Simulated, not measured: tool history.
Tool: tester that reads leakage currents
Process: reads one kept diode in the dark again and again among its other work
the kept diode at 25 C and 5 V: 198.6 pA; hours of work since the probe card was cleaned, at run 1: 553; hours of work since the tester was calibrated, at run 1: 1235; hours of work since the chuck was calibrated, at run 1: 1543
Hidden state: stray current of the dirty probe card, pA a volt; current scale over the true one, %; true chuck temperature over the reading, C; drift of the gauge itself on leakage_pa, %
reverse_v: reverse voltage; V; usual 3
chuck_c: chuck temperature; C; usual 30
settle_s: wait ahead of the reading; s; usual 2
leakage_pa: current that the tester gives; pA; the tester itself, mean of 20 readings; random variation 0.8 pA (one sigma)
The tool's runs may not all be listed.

run     day  reverse_v  chuck_c  settle_s  hours of work since the probe card was cleaned  hours of work since the tester was calibrated  hours of work since the chuck was calibrated  leakage_pa
  1       0          3       30         2                                             553                                           1235                                          1543      302.15
  2   3.758          3       30         2                                             611                                           1292                                          1601       302.9
  3   5.854          3       30         2                                             643                                           1324                                          1633       305.4
  4  10.283          3       30         2                                             711                                           1392                                          1701       306.3
  5  12.875          3       30      3.21                                             750                                           1432                                          1740      305.62
  6  15.292          3       30      3.21                                             787                                           1469                                          1777      308.25
     18.704  -- chuck's temperature calibrated
  7  19.225          3       30      3.21                                             846                                           1528                                             8      268.81
  8  23.854          3       50         2                                             917                                           1598                                            79     1522.21
  9  26.275          3       30         2                                             954                                           1635                                           116      271.39
 10  28.338          3       56         2                                             986                                           1667                                           147     2475.35
 11  30.996          3       30         2                                            1026                                           1708                                           188      271.46
 12  34.479          3       30         2                                            1080                                           1761                                           241      274.52
 13  36.871          3       30         2                                            1116                                           1798                                           278      273.54
 14  41.629          3       30         2                                            1189                                           1870                                           351       276.1
 15  43.738          3       30      1.81                                            1221                                           1903                                           383      276.66
 16  46.579          3       30      1.81                                            1265                                           1946                                           426      278.03
 17  50.375          3       30      0.35                                            1323                                           2004                                           485      278.27
 18    55.2       1.45       50      0.44                                            1397                                           2078                                           558      1222.2
 19  60.138       1.43       60      0.44                                            1472                                           2154                                           634     2694.58
 20  64.633       1.88       60      0.67                                            1541                                           2222                                           703     2958.48
 21  68.233          3       37      4.88                                            1596                                           2277                                           758      535.19
 22  73.046        1.8       30      1.39                                            1670                                           2351                                           831      238.34
 23  75.838        1.8       20      1.39                                            1712                                           2394                                           874       93.73
 24  80.754       3.23       20      8.18                                            1788                                           2469                                           949      117.24
 25  84.788       1.71       28      8.05                                            1849                                           2531                                          1011      197.83

4 ways to go on from here, each from the tool as it stands after run 25. What would each give?
  A  88.583      11.98       41      0.53                                            1907                                           2589                                          1069           ?
  B  88.583       1.71       28      5.45                                            1907                                           2589                                          1069           ?
  C  88.583          3       33      0.49                                            1907                                           2589                                          1069           ?
  D  88.583          3       30      3.53                                            1907                                           2589                                          1069           ?

run  leakage_pa
  A     1249.12
  B      199.07
  C      382.88
  D      291.95
Without the tool's hidden state the same runs would have given:
run  leakage_pa
  A     1148.82
  B      182.04
  C      351.52
  D      266.62

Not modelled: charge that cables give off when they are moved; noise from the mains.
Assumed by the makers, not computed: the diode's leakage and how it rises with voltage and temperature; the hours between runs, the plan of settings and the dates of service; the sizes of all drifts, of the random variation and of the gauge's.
